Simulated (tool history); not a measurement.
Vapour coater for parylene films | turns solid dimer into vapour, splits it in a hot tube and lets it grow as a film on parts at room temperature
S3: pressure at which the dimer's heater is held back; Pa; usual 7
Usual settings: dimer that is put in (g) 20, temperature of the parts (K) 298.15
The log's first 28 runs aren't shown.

{"run": 29, "hour": 517.0, "dimer that is put in (g)": 20, "temperature of the parts (K)": 291.15, "S3": 6.02, "thickness of the film (µm)": 17.16}
{"run": 30, "hour": 532.9, "dimer that is put in (g)": 24, "temperature of the parts (K)": 294.15, "S3": 7.16, "thickness of the film (µm)": 17.72}
{"run": 31, "hour": 553.4, "dimer that is put in (g)": 24, "temperature of the parts (K)": 294.15, "S3": 7.16, "thickness of the film (µm)": 17.27}
{"run": 32, "hour": 565.7, "dimer that is put in (g)": 23, "temperature of the parts (K)": 298.15, "S3": 2.24, "thickness of the film (µm)": 15.63}
{"run": 33, "hour": 577.0, "dimer that is put in (g)": 28, "temperature of the parts (K)": 294.15, "S3": 7, "thickness of the film (µm)": 20.44}
{"run": 34, "hour": 587.6, "dimer that is put in (g)": 19, "temperature of the parts (K)": 294.15, "S3": 7, "thickness of the film (µm)": 13.91}
{"run": 35, "hour": 611.8, "dimer that is put in (g)": 17, "temperature of the parts (K)": 299.15, "S3": 3.64, "thickness of the film (µm)": 10.41}
{"run": 36, "hour": 625.6, "dimer that is put in (g)": 17, "temperature of the parts (K)": 302.15, "S3": 7.67, "thickness of the film (µm)": 8.48}
{"run": 37, "hour": 648.0, "dimer that is put in (g)": 17, "temperature of the parts (K)": 302.15, "S3": 7.67, "thickness of the film (µm)": 8.53}
{"run": 38, "hour": 668.5, "dimer that is put in (g)": 9, "temperature of the parts (K)": 304.15, "S3": 5.87, "thickness of the film (µm)": 4.14}
{"run": 39, "hour": 680.1, "dimer that is put in (g)": 13, "temperature of the parts (K)": 294.15, "S3": 3.66, "thickness of the film (µm)": 9.99}
{"run": 40, "hour": 698.9, "dimer that is put in (g)": 16, "temperature of the parts (K)": 302.15, "S3": 10.3, "thickness of the film (µm)": 7.65}
{"run": 41, "hour": 724.5, "dimer that is put in (g)": 19, "temperature of the parts (K)": 298.15, "S3": 4.38, "thickness of the film (µm)": 11.97}
{"run": 42, "hour": 740.1, "dimer that is put in (g)": 19, "temperature of the parts (K)": 298.15, "S3": 4.38, "thickness of the film (µm)": 11.76}
{"run": 43, "hour": 751.1, "dimer that is put in (g)": 31, "temperature of the parts (K)": 297.15, "S3": 6, "thickness of the film (µm)": 19.57}
{"run": 44, "hour": 771.7, "dimer that is put in (g)": 14, "temperature of the parts (K)": 299.15, "S3": 3.35, "thickness of the film (µm)": 8.46}
{"run": 45, "hour": 784.9, "dimer that is put in (g)": 9, "temperature of the parts (K)": 298.15, "S3": 5.72, "thickness of the film (µm)": 5.45}
{"run": 46, "hour": 806.8, "dimer that is put in (g)": 20, "temperature of the parts (K)": 305.15, "S3": 2.38, "thickness of the film (µm)": 9.64}

5 ways to go on from here, each from the tool as it stands after run 46. What would each give?
{"run": "A", "hour": 827.7, "dimer that is put in (g)": 17, "temperature of the parts (K)": 295.15, "S3": 11.72, "thickness of the film (µm)": "?"}
{"run": "B", "hour": 827.7, "dimer that is put in (g)": 20, "temperature of the parts (K)": 291.15, "S3": 9.88, "thickness of the film (µm)": "?"}
{"run": "C", "hour": 827.7, "dimer that is put in (g)": 25, "temperature of the parts (K)": 291.15, "S3": 2.88, "thickness of the film (µm)": "?"}
{"run": "D", "hour": 827.7, "dimer that is put in (g)": 15, "temperature of the parts (K)": 298.15, "S3": 7, "thickness of the film (µm)": "?"}
{"run": "E", "hour": 827.7, "dimer that is put in (g)": 20, "temperature of the parts (K)": 302.15, "S3": 7.89, "thickness of the film (µm)": "?"}

run=A thickness_of_the_film_(µm)=11.06
run=B thickness_of_the_film_(µm)=15.94
run=C thickness_of_the_film_(µm)=22.01
run=D thickness_of_the_film_(µm)=8.88
run=E thickness_of_the_film_(µm)=9.69
Without the tool's hidden state the same runs would have given:
run=A thickness_of_the_film_(µm)=11.76
run=B thickness_of_the_film_(µm)=16.96
run=C thickness_of_the_film_(µm)=23.42
run=D thickness_of_the_film_(µm)=9.45
run=E thickness_of_the_film_(µm)=10.31
